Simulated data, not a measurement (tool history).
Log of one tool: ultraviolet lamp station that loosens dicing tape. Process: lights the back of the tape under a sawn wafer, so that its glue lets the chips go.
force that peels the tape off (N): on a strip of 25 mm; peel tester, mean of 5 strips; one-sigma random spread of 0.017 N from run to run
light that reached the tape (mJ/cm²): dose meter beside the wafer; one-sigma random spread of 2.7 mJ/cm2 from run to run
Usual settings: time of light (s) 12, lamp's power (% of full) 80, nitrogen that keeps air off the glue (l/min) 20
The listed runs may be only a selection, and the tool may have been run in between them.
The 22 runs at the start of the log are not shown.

run,hour,time of light (s),lamp's power (% of full),nitrogen that keeps air off the glue (l/min),force that peels the tape off (N),light that reached the tape (mJ/cm²)
23,383.4,22,89,38,0.236,760
24,399,8,80,11,1.989,250
25,420.7,16,62,20,0.809,389
26,435.4,16,63,20,0.747,393
27,452.7,22,90,31,0.233,767
28,475.3,10,80,20,1.077,310
29,492.1,10,80,20,1.07,311
30,506.9,22,80,24,0.285,691
31,526.7,12,80,20,0.813,378
32,545,12,80,20,0.824,371
33,567.8,12,80,20,0.838,373
34,581.4,12,83,27,0.648,387
35,600.3,12,78,27,0.725,365
36,621.7,12,78,14,1.079,363
37,641.1,15,94,20,0.413,545
38,656,15,94,20,0.424,544
39,680.8,7,93,7,2.353,254
40,696,13,93,22,0.531,480
41,720.5,15,91,20,0.433,526
42,738.6,11,68,11,1.675,289
43,761.5,11,68,11,1.668,296

Consider 4 possible next runs. They are alternatives, not a sequence: every one starts from the tool as it was left by run 43. What does each give?
# hour 764.3: window cleaned of glue's vapour
A,773,12,75,20,?,?
# hour 764.3: window cleaned of glue's vapour
B,773,20,78,11,?,?
# hour 764.3: window cleaned of glue's vapour
C,773,12,87,20,?,?
# hour 764.3: window cleaned of glue's vapour
D,773,22,80,20,?,?

run,force that peels the tape off (N),light that reached the tape (mJ/cm²)
A,0.868,352
B,0.499,608
C,0.689,406
D,0.303,691
The same runs, with their run-to-run variation unchanged, on a tool lacking any hidden condition would have given:
run,force that peels the tape off (N),light that reached the tape (mJ/cm²)
A,0.866,352
B,0.497,609
C,0.687,407
D,0.302,692
